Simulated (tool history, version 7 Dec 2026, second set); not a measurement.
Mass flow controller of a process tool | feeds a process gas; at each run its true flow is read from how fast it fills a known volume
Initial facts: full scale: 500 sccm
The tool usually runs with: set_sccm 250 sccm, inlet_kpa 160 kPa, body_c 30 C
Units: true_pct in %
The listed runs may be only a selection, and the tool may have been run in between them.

Run 1, hour 0.0: usual settings. Result: true_pct 100.22 %.
Run 2, hour 247.4: usual settings. Result: true_pct 100.33 %.
Run 3, hour 609.3: usual settings. Result: true_pct 100.44 %.
Run 4, hour 790.0: usual settings. Result: true_pct 100.51 %.
Run 5, hour 1057.0: usual settings but body_c 29 C. Result: true_pct 100.26 %.
Run 6, hour 1211.0: usual settings but body_c 29 C. Result: true_pct 100.31 %.
Run 7, hour 1450.1: usual settings but set_sccm 57 sccm. Result: true_pct 108.25 %.
Run 8, hour 1732.8: usual settings but set_sccm 57 sccm. Result: true_pct 108.40 %.
At hour 1953.2: controller's zero set anew.
Run 9, hour 2090.6: usual settings but set_sccm 57 sccm, body_c 35 C. Result: true_pct 97.86 %.
Run 10, hour 2317.9: usual settings but body_c 27 C. Result: true_pct 97.65 %.
Run 11, hour 2643.5: usual settings but body_c 27 C. Result: true_pct 97.82 %.
Run 12, hour 2849.8: usual settings. Result: true_pct 98.00 %.
Run 13, hour 3014.0: usual settings but body_c 27 C. Result: true_pct 97.85 %.
Run 14, hour 3304.3: usual settings but body_c 27 C. Result: true_pct 97.70 %.
Run 15, hour 3574.0: usual settings but body_c 27 C. Result: true_pct 97.74 %.
Run 16, hour 3791.8: usual settings but body_c 27 C. Result: true_pct 97.77 %.
Run 17, hour 3973.2: usual settings but body_c 27 C. Result: true_pct 97.85 %.
Run 18, hour 4297.7: usual settings but body_c 27 C. Result: true_pct 97.92 %.
Run 19, hour 4580.9: usual settings but body_c 27 C. Result: true_pct 97.97 %.
Run 20, hour 4854.1: usual settings but set_sccm 422 sccm, inlet_kpa 260 kPa, body_c 31 C. Result: true_pct 99.09 %.
Run 21, hour 5055.1: usual settings but set_sccm 209 sccm, inlet_kpa 161 kPa, body_c 40 C. Result: true_pct 98.91 %.
Run 22, hour 5265.0: usual settings but set_sccm 64 sccm, inlet_kpa 233 kPa. Result: true_pct 100.16 %.
Run 23, hour 5588.6: usual settings but set_sccm 64 sccm, inlet_kpa 233 kPa. Result: true_pct 100.23 %.
Run 24, hour 5811.9: usual settings but set_sccm 78 sccm, inlet_kpa 233 kPa. Result: true_pct 99.82 %.
Run 25, hour 6088.7: usual settings but set_sccm 154 sccm, inlet_kpa 198 kPa. Result: true_pct 98.68 %.
Run 26, hour 6400.4: usual settings but set_sccm 209 sccm, inlet_kpa 162 kPa, body_c 28 C. Result: true_pct 98.27 %.
Run 27, hour 6687.5: usual settings but set_sccm 209 sccm, inlet_kpa 146 kPa, body_c 20 C. Result: true_pct 97.54 %.
Run 28, hour 6927.7: usual settings but inlet_kpa 141 kPa, body_c 20 C. Result: true_pct 97.50 %.
Run 29, hour 7252.8: usual settings but inlet_kpa 141 kPa, body_c 20 C. Result: true_pct 97.35 %.
Run 30, hour 7516.9: usual settings but set_sccm 277 sccm, body_c 22 C. Result: true_pct 97.61 %.
Run 31, hour 7686.8: usual settings but set_sccm 277 sccm, inlet_kpa 145 kPa, body_c 20 C. Result: true_pct 97.33 %.
Run 32, hour 7857.3: usual settings but inlet_kpa 262 kPa. Result: true_pct 98.82 %.
Run 33, hour 8126.1: usual settings but set_sccm 183 sccm, inlet_kpa 155 kPa, body_c 32 C. Result: true_pct 98.90 %.
Run 34, hour 8396.2: usual settings but set_sccm 136 sccm, inlet_kpa 176 kPa, body_c 23 C. Result: true_pct 98.78 %.
Run 35, hour 8646.2: usual settings but set_sccm 435 sccm. Result: true_pct 98.47 %.

Forecast each of these 5 alternatives for the next run:
Run A, hour 8850.6: usual settings but inlet_kpa 227 kPa. Result: true_pct ?.
Run B, hour 8850.6: usual settings but set_sccm 435 sccm, inlet_kpa 188 kPa. Result: true_pct ?.
Run C, hour 8850.6: usual settings but set_sccm 99 sccm, inlet_kpa 255 kPa, body_c 26 C. Result: true_pct ?.
Run D, hour 8850.6: usual settings but set_sccm 290 sccm, body_c 22 C. Result: true_pct ?.
Run E, hour 8850.6: usual settings but inlet_kpa 239 kPa. Result: true_pct ?.

run  true_pct
  A     98.79
  B     98.46
  C    100.42
  D     97.60
  E     98.95
Without the tool's hidden state the same runs would have given:
run  true_pct
  A     99.85
  B    100.12
  C     99.35
  D     98.86
  E    100.01
